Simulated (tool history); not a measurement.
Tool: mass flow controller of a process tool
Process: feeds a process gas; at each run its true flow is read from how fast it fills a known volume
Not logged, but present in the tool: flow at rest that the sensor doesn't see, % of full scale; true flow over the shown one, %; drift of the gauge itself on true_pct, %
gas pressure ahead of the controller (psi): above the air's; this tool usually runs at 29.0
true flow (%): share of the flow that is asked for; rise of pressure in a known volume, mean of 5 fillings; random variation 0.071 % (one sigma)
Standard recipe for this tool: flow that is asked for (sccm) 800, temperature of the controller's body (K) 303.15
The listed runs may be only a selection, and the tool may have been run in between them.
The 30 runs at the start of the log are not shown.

run	hour	flow that is asked for (sccm)	gas pressure ahead of the controller (psi)	temperature of the controller's body (K)	hours of work since the controller was set to zero	hours of work since the controller was changed	true flow (%)
31	7652.2	374	29.0	296.15	3932	3932	96.71
32	7818.2	800	36.7	301.15	4051	4051	98.33
33	8156.8	800	27.1	303.15	4292	4292	98.33
# hour 8253.6: controller's zero set anew
34	8463.4	800	27.1	303.15	149	4509	98.31
35	8667.6	268	36.5	303.15	295	4655	97.15
36	8984.4	418	39.0	308.15	520	4880	98.01
# hour 9287.8: controller exchanged for a calibrated one
37	9346.3	142	23.8	303.15	42	42	96.47
38	9651.2	142	23.8	303.15	259	259	96.41
39	9891.4	142	23.8	303.15	430	430	96.41
40	10071.7	139	29.0	303.15	558	558	96.44
# hour 10137.7: gauge calibrated
41	10428.2	139	29.0	303.15	812	812	98.40
42	10666.7	524	29.0	298.15	982	982	98.65
43	11057.1	870	33.5	312.15	1259	1259	100.97
44	11378.0	490	40.6	308.15	1488	1488	99.72
45	11566.0	599	34.2	303.15	1622	1622	99.33
46	11830.3	655	25.4	296.15	1810	1810	98.49
47	12125.9	477	39.9	313.15	2020	2020	100.04
48	12445.3	202	24.9	301.15	2247	2247	97.93
49	12747.6	202	33.2	308.15	2463	2463	98.67

Here are 3 independent what-if runs from the current tool condition. What would each one return?
A	13070.6	164	31.9	299.15	2693	2693	?
B	13070.6	800	34.8	303.15	2693	2693	?
C	13070.6	614	29.0	303.15	2693	2693	?

run	true flow (%)
A	97.62
B	99.45
C	99.11
With the hidden condition removed and each run's random variation left untouched, the same runs would have given:
run	true flow (%)
A	98.20
B	100.06
C	99.71
